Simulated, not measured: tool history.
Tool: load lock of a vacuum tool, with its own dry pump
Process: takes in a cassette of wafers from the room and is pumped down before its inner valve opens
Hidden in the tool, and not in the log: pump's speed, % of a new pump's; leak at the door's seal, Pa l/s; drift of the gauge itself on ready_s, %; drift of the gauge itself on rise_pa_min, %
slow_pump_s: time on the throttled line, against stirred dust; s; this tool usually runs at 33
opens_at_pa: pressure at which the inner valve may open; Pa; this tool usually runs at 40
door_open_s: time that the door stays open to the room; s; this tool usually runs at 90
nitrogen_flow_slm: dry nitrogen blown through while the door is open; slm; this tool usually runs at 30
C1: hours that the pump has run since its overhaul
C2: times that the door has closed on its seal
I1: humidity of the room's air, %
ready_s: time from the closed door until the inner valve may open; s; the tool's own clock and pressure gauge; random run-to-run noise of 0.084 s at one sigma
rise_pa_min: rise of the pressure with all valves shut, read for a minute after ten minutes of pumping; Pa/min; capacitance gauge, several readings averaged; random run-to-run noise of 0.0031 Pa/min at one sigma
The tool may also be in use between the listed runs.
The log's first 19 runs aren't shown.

Run 20, hour 1266.3: usual settings but slow_pump_s 48 s, opens_at_pa 37 Pa; C1 4794; C2 2976; I1 45. Result: ready_s 61.99 s, rise_pa_min 0.092 Pa/min.
Run 21, hour 1336: usual settings but slow_pump_s 45 s, door_open_s 144 s, nitrogen_flow_slm 5 slm; C1 4864; C2 3051; I1 43.2. Result: ready_s 59.21 s, rise_pa_min 0.149 Pa/min.
Run 22, hour 1421.1: usual settings but slow_pump_s 17 s, door_open_s 174 s, nitrogen_flow_slm 38 slm; C1 4949; C2 3142; I1 48.2. Result: ready_s 33.7 s, rise_pa_min 0.097 Pa/min.
Run 23, hour 1495.6: usual settings but slow_pump_s 17 s, door_open_s 174 s, nitrogen_flow_slm 38 slm; C1 5023; C2 3222; I1 47.7. Result: ready_s 33.69 s, rise_pa_min 0.102 Pa/min.
Run 24, hour 1581.5: usual settings but slow_pump_s 32 s, opens_at_pa 57 Pa, door_open_s 193 s, nitrogen_flow_slm 38 slm; C1 5109; C2 3314; I1 43.2. Result: ready_s 46.42 s, rise_pa_min 0.1 Pa/min.
Run 25, hour 1638.5: usual settings but slow_pump_s 45 s, opens_at_pa 38 Pa; C1 5166; C2 3376; I1 42.7. Result: ready_s 59.37 s, rise_pa_min 0.09 Pa/min.
Run 26, hour 1695.6: usual settings but slow_pump_s 18 s, opens_at_pa 38 Pa, door_open_s 26 s; C1 5224; C2 3437; I1 44.1. Result: ready_s 34.66 s, rise_pa_min 0.083 Pa/min.
Run 27, hour 1778.4: usual settings but door_open_s 79 s, nitrogen_flow_slm 17 slm; C1 5306; C2 3525; I1 44. Result: ready_s 48.26 s, rise_pa_min 0.11 Pa/min.
Run 28, hour 1827.2: usual settings but door_open_s 79 s, nitrogen_flow_slm 17 slm; C1 5355; C2 3578; I1 44.8. Result: ready_s 48.22 s, rise_pa_min 0.11 Pa/min.
Run 29, hour 1912: usual settings but slow_pump_s 23 s, opens_at_pa 66 Pa, door_open_s 79 s, nitrogen_flow_slm 27 slm; C1 5440; C2 3669; I1 44.7. Result: ready_s 38.04 s, rise_pa_min 0.096 Pa/min.
Run 30, hour 1951.8: usual settings but slow_pump_s 43 s, opens_at_pa 49 Pa, door_open_s 40 s, nitrogen_flow_slm 38 slm; C1 5480; C2 3711; I1 46.4. Result: ready_s 56.82 s, rise_pa_min 0.085 Pa/min.
Run 31, hour 2014.7: usual settings but door_open_s 32 s, nitrogen_flow_slm 37 slm; C1 5543; C2 3779; I1 46. Result: ready_s 48.29 s, rise_pa_min 0.083 Pa/min.
Run 32, hour 2083.6: usual settings but opens_at_pa 32 Pa, door_open_s 79 s; C1 5611; C2 3853; I1 44.9. Result: ready_s 48.85 s, rise_pa_min 0.101 Pa/min.
Run 33, hour 2143: usual settings but opens_at_pa 32 Pa, door_open_s 79 s; C1 5671; C2 3916; I1 43.8. Result: ready_s 48.61 s, rise_pa_min 0.099 Pa/min.
Run 34, hour 2212.1: usual settings but opens_at_pa 32 Pa, door_open_s 167 s, nitrogen_flow_slm 26 slm; C1 5740; C2 3990; I1 46.9. Result: ready_s 48.62 s, rise_pa_min 0.119 Pa/min.
Run 35, hour 2257.4: usual settings but slow_pump_s 36 s, opens_at_pa 30 Pa, door_open_s 61 s, nitrogen_flow_slm 26 slm; C1 5785; C2 4039; I1 48. Result: ready_s 51.69 s, rise_pa_min 0.11 Pa/min.
Run 36, hour 2329.3: usual settings but slow_pump_s 36 s, opens_at_pa 32 Pa, door_open_s 61 s, nitrogen_flow_slm 26 slm; C1 5857; C2 4116; I1 40.9. Result: ready_s 51.34 s, rise_pa_min 0.099 Pa/min.
Run 37, hour 2368.5: usual settings but slow_pump_s 28 s, opens_at_pa 42 Pa, door_open_s 79 s, nitrogen_flow_slm 10 slm; C1 5896; C2 4158; I1 43.4. Result: ready_s 43.55 s, rise_pa_min 0.133 Pa/min.
Run 38, hour 2453: usual settings but slow_pump_s 47 s, opens_at_pa 29 Pa, door_open_s 129 s; C1 5981; C2 4249; I1 45.3. Result: ready_s 61.73 s, rise_pa_min 0.119 Pa/min.

Predict each of these 3 candidate next runs independently; none follows another, all start after run 38:
Run A, hour 2505.3: usual settings but slow_pump_s 17 s, opens_at_pa 29 Pa, door_open_s 129 s; C1 6033; C2 4305; I1 44.4. Result: ready_s ?, rise_pa_min ?.
Run B, hour 2505.3: usual settings but slow_pump_s 47 s, opens_at_pa 29 Pa, door_open_s 76 s; C1 6033; C2 4305; I1 46.3. Result: ready_s ?, rise_pa_min ?.
Run C, hour 2505.3: usual settings but door_open_s 56 s; C1 6033; C2 4305; I1 45.5. Result: ready_s ?, rise_pa_min ?.

run  ready_s  rise_pa_min
  A     34.6        0.112
  B    61.89        0.106
  C     48.4        0.101
Take away the tool's hidden state, keep each run's random variation, and the runs would have read:
run  ready_s  rise_pa_min
  A    33.71        0.066
  B    61.18         0.06
  C    47.66        0.054
